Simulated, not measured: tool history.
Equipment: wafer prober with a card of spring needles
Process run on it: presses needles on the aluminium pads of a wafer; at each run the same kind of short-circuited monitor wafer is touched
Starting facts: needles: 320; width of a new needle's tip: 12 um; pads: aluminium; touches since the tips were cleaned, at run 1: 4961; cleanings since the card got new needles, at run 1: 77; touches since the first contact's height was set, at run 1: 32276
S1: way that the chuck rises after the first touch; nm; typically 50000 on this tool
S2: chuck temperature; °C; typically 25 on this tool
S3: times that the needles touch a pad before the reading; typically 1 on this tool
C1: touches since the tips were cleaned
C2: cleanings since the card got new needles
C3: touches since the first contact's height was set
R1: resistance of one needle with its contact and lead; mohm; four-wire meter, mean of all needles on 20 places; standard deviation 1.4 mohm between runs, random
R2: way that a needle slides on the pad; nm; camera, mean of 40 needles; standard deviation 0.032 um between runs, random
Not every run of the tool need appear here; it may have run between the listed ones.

run   hour     S1   S2  S3    C1   C2      C3   R1     R2
  1      0  50000   25   1  4961   77   32276  185  11850
       3.5  -- tips cleaned on abrasive film
  2   17.8  50000   25   1  4495   78   37851  203  11870
      19.7  -- tips cleaned on abrasive film
      35.8  -- tips cleaned on abrasive film
  3   36.5  50000   25   1   197   80   43693  131  11820
      51.9  -- tips cleaned on abrasive film
  4   59.3  50000   25   2  2340   81   50870  150  11800
        70  -- tips cleaned on abrasive film
  5   75.4  50000   25   1  1682   82   55910  159  11710
      87.2  -- tips cleaned on abrasive film
  6  101.9  50000   25   1  4627   83   64247  186  11730
     105.5  -- tips cleaned on abrasive film
     121.4  -- tips cleaned on abrasive film
     138.9  -- tips cleaned on abrasive film
  7  138.9  50000   25   1     0   86   75845  132  11680
     155.1  -- tips cleaned on abrasive film
  8  155.1  50000   25   1     0   87   80923  125  11690
       171  -- tips cleaned on abrasive film
  9    171  70000   25   1     0   88   85902  126  16480
     187.3  -- tips cleaned on abrasive film
 10  197.8  70000   25   1  3292   89   94318  155  16420
     205.5  -- tips cleaned on abrasive film
     207.8  -- tips cleaned on abrasive film, once more
 11  221.1  68000   25   1  4199   91  101619  163  15990
     223.8  -- tips cleaned on abrasive film
     240.9  -- tips cleaned on abrasive film
     257.3  -- tips cleaned on abrasive film
 12  257.3  68000   25   1     0   94  112964  126  15820
     273.4  -- tips cleaned on abrasive film
     291.3  -- tips cleaned on abrasive film
 13  291.3  50000   61   1     0   96  123622  132  11490
     309.6  -- tips cleaned on abrasive film
 14  320.6  50000   61   1  3453   97  132833  185  11550
     325.5  -- tips cleaned on abrasive film
     341.4  -- tips cleaned on abrasive film
     352.8  -- height of the first contact set anew
 15  354.8  50000   61   1  4148   99     640  181  11910
     357.8  -- tips cleaned on abrasive film
     374.1  -- tips cleaned on abrasive film
 16  387.3  50000   61   1  4179  101   10837  188  11930
     391.4  -- tips cleaned on abrasive film
     407.5  -- tips cleaned on abrasive film
     423.8  -- tips cleaned on abrasive film
 17  423.8  36000   31   1     0  104   22238  135   8490
     441.9  -- tips cleaned on abrasive film
 18  454.3  50000   29   1  3906  105   31853  187  11800
     459.2  -- tips cleaned on abrasive film
       475  -- tips cleaned on abrasive film
 19  477.7  50000   47   1   836  107   39165  148  11820
       492  -- tips cleaned on abrasive film
 20  503.3  50000   47   1  3569  108   47218  186  11870
     509.6  -- tips cleaned on abrasive film
 21  524.7  50000   52   1  4755  109   53946  186  11770
     527.9  -- tips cleaned on abrasive film
     545.8  -- tips cleaned on abrasive film
 22  558.7  64000   94   2  4071  111   64597  156  15080
     562.2  -- tips cleaned on abrasive film
     579.2  -- tips cleaned on abrasive film
 23  588.6  64000   94   2  2975  113   74001  152  15020
     596.4  -- tips cleaned on abrasive film
 24    609  50000  103   1  3979  114   80382  189  11710

Pick out some run-to-run changes in R1. Of each, how much would a tool without hidden state show as well, from the settings, what came in and chance, and how much is left for the hidden state and any gauge scatter not in both results compared?
Unlogged tool condition in this case: debris on the tips, nm; way that the needles fall short of the set height, um; tips' diameter, um; drift of the gauge itself on contact_mohm, %; drift of the gauge itself on scrub_um, %.
Run 2 -> 3: tips cleaned on abrasive film, tips cleaned on abrasive film. R1 -72 mohm: hidden state -75, all else +3.
Run 6 -> 7: tips cleaned on abrasive film, tips cleaned on abrasive film, tips cleaned on abrasive film. R1 -54 mohm: hidden state -56, all else +2.
